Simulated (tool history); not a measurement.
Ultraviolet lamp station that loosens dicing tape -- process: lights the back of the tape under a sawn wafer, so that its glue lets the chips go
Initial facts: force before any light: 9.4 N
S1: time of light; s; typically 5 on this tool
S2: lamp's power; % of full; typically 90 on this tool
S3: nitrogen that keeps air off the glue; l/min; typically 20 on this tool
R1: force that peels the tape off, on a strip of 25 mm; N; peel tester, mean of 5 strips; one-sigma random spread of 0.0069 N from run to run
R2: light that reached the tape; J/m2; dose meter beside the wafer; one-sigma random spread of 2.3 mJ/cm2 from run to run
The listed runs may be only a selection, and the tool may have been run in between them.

run 1 hour=0.0 | S1=5 S2=90 S3=20 | R1=0.232 R2=2290
run 2 hour=69.9 | S1=5 S2=90 S3=20 | R1=0.241 R2=2270
run 3 hour=106.5 | S1=7 S2=90 S3=20 | R1=0.145 R2=3220
run 4 hour=180.1 | S1=7 S2=90 S3=20 | R1=0.155 R2=3220
run 5 hour=221.1 | S1=5 S2=70 S3=20 | R1=0.420 R2=1790
run 6 hour=270.9 | S1=5 S2=86 S3=20 | R1=0.257 R2=2170
run 7 hour=310.1 | S1=5 S2=90 S3=20 | R1=0.235 R2=2300
run 8 hour=380.4 | S1=5 S2=90 S3=20 | R1=0.252 R2=2320
run 9 hour=455.4 | S1=5 S2=74 S3=20 | R1=0.378 R2=1870
run 10 hour=522.2 | S1=5 S2=74 S3=20 | R1=0.364 R2=1860
run 11 hour=582.9 | S1=5 S2=74 S3=20 | R1=0.365 R2=1860
run 12 hour=639.5 | S1=6 S2=90 S3=20 | R1=0.175 R2=2750
-- hour=655.1 window cleaned of glue's vapour
run 13 hour=704.0 | S1=6 S2=90 S3=20 | R1=0.184 R2=2760
run 14 hour=743.4 | S1=6 S2=74 S3=20 | R1=0.236 R2=2270
run 15 hour=810.9 | S1=5 S2=90 S3=20 | R1=0.258 R2=2310
run 16 hour=880.0 | S1=5 S2=90 S3=20 | R1=0.236 R2=2330
run 17 hour=927.6 | S1=5 S2=90 S3=20 | R1=0.234 R2=2310
run 18 hour=997.6 | S1=5 S2=97 S3=20 | R1=0.204 R2=2440
run 19 hour=1073.9 | S1=5 S2=90 S3=20 | R1=0.242 R2=2340
run 20 hour=1145.1 | S1=5 S2=90 S3=20 | R1=0.239 R2=2290
run 21 hour=1203.1 | S1=5 S2=90 S3=20 | R1=0.240 R2=2340
run 22 hour=1275.0 | S1=5 S2=90 S3=20 | R1=0.245 R2=2330
run 23 hour=1336.5 | S1=5 S2=90 S3=20 | R1=0.234 R2=2340
run 24 hour=1373.0 | S1=2 S2=75 S3=38 | R1=1.798 R2=780
run 25 hour=1449.0 | S1=2 S2=75 S3=38 | R1=1.733 R2=770
run 26 hour=1531.6 | S1=2 S2=75 S3=38 | R1=1.810 R2=770
run 27 hour=1567.1 | S1=2 S2=75 S3=38 | R1=1.769 R2=760
-- hour=1584.5 lamp changed
run 28 hour=1642.3 | S1=5 S2=83 S3=20 | R1=0.285 R2=2120
run 29 hour=1676.6 | S1=5 S2=75 S3=11 | R1=0.566 R2=1910
run 30 hour=1734.3 | S1=8 S2=70 S3=14 | R1=0.185 R2=2870
run 31 hour=1811.7 | S1=7 S2=90 S3=29 | R1=0.138 R2=3310
run 32 hour=1878.5 | S1=7 S2=90 S3=29 | R1=0.135 R2=3190
run 33 hour=1942.3 | S1=2 S2=71 S3=24 | R1=2.234 R2=720
run 34 hour=1980.9 | S1=9 S2=94 S3=9 | R1=0.140 R2=4320
-- hour=2029.5 window cleaned of glue's vapour
run 35 hour=2038.6 | S1=9 S2=94 S3=9 | R1=0.131 R2=4320
run 36 hour=2088.8 | S1=5 S2=86 S3=20 | R1=0.248 R2=2190

Expected results for the next run?
run 37 hour=2156.2 | S1=5 S2=86 S3=20 | R1=? R2=?

{"run 37": {"R1": 0.271, "R2": 2220}}
With the hidden condition absent and the run-to-run variation left alone, this run would have shown R1 0.271 N, R2 2220 J/m2.
